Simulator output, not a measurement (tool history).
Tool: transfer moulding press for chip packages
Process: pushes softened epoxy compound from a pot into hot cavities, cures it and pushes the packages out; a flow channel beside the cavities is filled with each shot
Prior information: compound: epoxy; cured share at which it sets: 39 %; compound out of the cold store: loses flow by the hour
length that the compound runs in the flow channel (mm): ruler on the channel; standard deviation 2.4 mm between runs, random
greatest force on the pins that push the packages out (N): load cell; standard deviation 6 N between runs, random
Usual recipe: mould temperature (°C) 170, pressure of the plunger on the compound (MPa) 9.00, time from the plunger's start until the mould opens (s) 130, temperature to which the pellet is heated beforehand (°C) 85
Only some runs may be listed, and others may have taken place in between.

| run | hour | mould temperature (°C) | pressure of the plunger on the compound (MPa) | time from the plunger's start until the mould opens (s) | temperature to which the pellet is heated beforehand (°C) | incoming compound's hours out of the cold store | length that the compound runs in the flow channel (mm) | greatest force on the pins that push the packages out (N) |
|---|---|---|---|---|---|---|---|---|
| 1 | 0.0 | 170 | 9.00 | 130 | 85 | 32.3 | 471 | 297 |
|  | 37.5 | cavities cleaned with cleaning compound and waxed |
| 2 | 75.4 | 170 | 9.00 | 130 | 79 | 47.2 | 430 | 373 |
|  | 86.2 | cavities cleaned with cleaning compound and waxed |
|  | 131.6 | cavities cleaned with cleaning compound and waxed |
| 3 | 145.8 | 167 | 9.00 | 130 | 79 | 8.7 | 535 | 377 |
|  | 175.7 | cavities cleaned with cleaning compound and waxed |
|  | 223.4 | cavities cleaned with cleaning compound and waxed |
| 4 | 243.0 | 163 | 9.00 | 130 | 79 | 17.4 | 510 | 520 |
|  | 270.1 | cavities cleaned with cleaning compound and waxed |
|  | 311.5 | plunger's sealing rings changed |
|  | 319.8 | cavities cleaned with cleaning compound and waxed |
| 5 | 321.1 | 163 | 9.00 | 130 | 79 | 36.2 | 494 | 333 |
|  | 369.0 | cavities cleaned with cleaning compound and waxed |
| 6 | 393.7 | 163 | 9.00 | 130 | 79 | 34.9 | 494 | 493 |
|  | 419.8 | cavities cleaned with cleaning compound and waxed |
|  | 471.0 | cavities cleaned with cleaning compound and waxed |
| 7 | 487.4 | 170 | 9.00 | 130 | 85 | 44.4 | 445 | 297 |
|  | 518.8 | cavities cleaned with cleaning compound and waxed |
| 8 | 558.4 | 170 | 9.00 | 130 | 85 | 12.4 | 528 | 412 |
|  | 564.0 | cavities cleaned with cleaning compound and waxed |
|  | 610.2 | cavities cleaned with cleaning compound and waxed |
| 9 | 619.8 | 176 | 9.00 | 130 | 85 | 11.8 | 511 | 257 |
|  | 627.9 | mould's thermocouples calibrated |
|  | 658.3 | cavities cleaned with cleaning compound and waxed |
| 10 | 676.8 | 176 | 9.00 | 130 | 85 | 24.0 | 473 | 291 |
|  | 704.3 | cavities cleaned with cleaning compound and waxed |
| 11 | 733.2 | 162 | 9.00 | 130 | 85 | 47.2 | 434 | 485 |
|  | 749.8 | cavities cleaned with cleaning compound and waxed |
|  | 796.2 | cavities cleaned with cleaning compound and waxed |
| 12 | 828.0 | 170 | 9.00 | 130 | 85 | 19.6 | 482 | 351 |
|  | 841.6 | cavities cleaned with cleaning compound and waxed |
|  | 876.3 | plunger's sealing rings changed |
|  | 893.1 | cavities cleaned with cleaning compound and waxed |
| 13 | 893.1 | 170 | 9.00 | 130 | 85 | 29.7 | 500 | 224 |
|  | 942.3 | cavities cleaned with cleaning compound and waxed |
|  | 953.0 | mould's thermocouples calibrated, once more |
| 14 | 958.8 | 173 | 10.11 | 152 | 91 | 15.8 | 556 | 274 |
|  | 989.6 | cavities cleaned with cleaning compound and waxed |
| 15 | 1029.5 | 173 | 10.11 | 152 | 91 | 30.6 | 504 | 338 |
|  | 1037.4 | cavities cleaned with cleaning compound and waxed |
| 16 | 1072.3 | 166 | 9.00 | 147 | 85 | 9.8 | 550 | 403 |
|  | 1081.1 | cavities cleaned with cleaning compound and waxed |
|  | 1128.1 | cavities cleaned with cleaning compound and waxed |
| 17 | 1158.3 | 166 | 10.77 | 155 | 84 | 36.5 | 509 | 367 |
|  | 1171.6 | cavities cleaned with cleaning compound and waxed |
|  | 1215.9 | cavities cleaned with cleaning compound and waxed |
| 18 | 1215.9 | 165 | 10.77 | 157 | 93 | 8.8 | 587 | 232 |
|  | 1265.0 | cavities cleaned with cleaning compound and waxed |
| 19 | 1277.8 | 174 | 8.71 | 131 | 82 | 8.1 | 509 | 280 |
|  | 1311.6 | cavities cleaned with cleaning compound and waxed |
| 20 | 1337.6 | 173 | 9.00 | 130 | 85 | 13.4 | 502 | 337 |
|  | 1360.7 | cavities cleaned with cleaning compound and waxed |
|  | 1404.1 | cavities cleaned with cleaning compound and waxed |
| 21 | 1419.2 | 172 | 8.10 | 154 | 83 | 40.6 | 400 | 271 |
|  | 1438.1 | plunger's sealing rings changed |
|  | 1455.4 | cavities cleaned with cleaning compound and waxed |
|  | 1502.4 | cavities cleaned with cleaning compound and waxed |
| 22 | 1519.3 | 172 | 8.10 | 154 | 83 | 14.6 | 507 | 275 |
|  | 1549.2 | cavities cleaned with cleaning compound and waxed |
|  | 1596.4 | cavities cleaned with cleaning compound and waxed |
| 23 | 1622.0 | 172 | 8.10 | 154 | 83 | 36.2 | 440 | 332 |
|  | 1647.5 | cavities cleaned with cleaning compound and waxed |
| 24 | 1667.1 | 172 | 8.28 | 145 | 83 | 47.3 | 411 | 295 |
|  | 1691.8 | cavities cleaned with cleaning compound and waxed |
|  | 1739.8 | cavities cleaned with cleaning compound and waxed |
| 25 | 1741.8 | 172 | 8.28 | 145 | 83 | 42.8 | 420 | 208 |

Alternative continuations, all from the tool just after run 25; predict every row:
|  | 1785.4 | cavities cleaned with cleaning compound and waxed |
| A | 1821.0 | 164 | 8.28 | 111 | 77 | 44.1 | ? | ? |
|  | 1785.4 | cavities cleaned with cleaning compound and waxed |
| B | 1821.0 | 170 | 9.00 | 130 | 85 | 39.1 | ? | ? |
|  | 1785.4 | cavities cleaned with cleaning compound and waxed |
| C | 1821.0 | 172 | 8.31 | 134 | 78 | 33.1 | ? | ? |
|  | 1785.4 | cavities cleaned with cleaning compound and waxed |
| D | 1821.0 | 172 | 8.28 | 132 | 83 | 36.8 | ? | ? |

| run | length that the compound runs in the flow channel (mm) | greatest force on the pins that push the packages out (N) |
|---|---|---|
| A | 420 | 640 |
| B | 440 | 368 |
| C | 434 | 342 |
| D | 424 | 353 |
Without the tool's hidden state the same runs would have given:
| run | length that the compound runs in the flow channel (mm) | greatest force on the pins that push the packages out (N) |
|---|---|---|
| A | 451 | 413 |
| B | 473 | 227 |
| C | 466 | 207 |
| D | 455 | 211 |
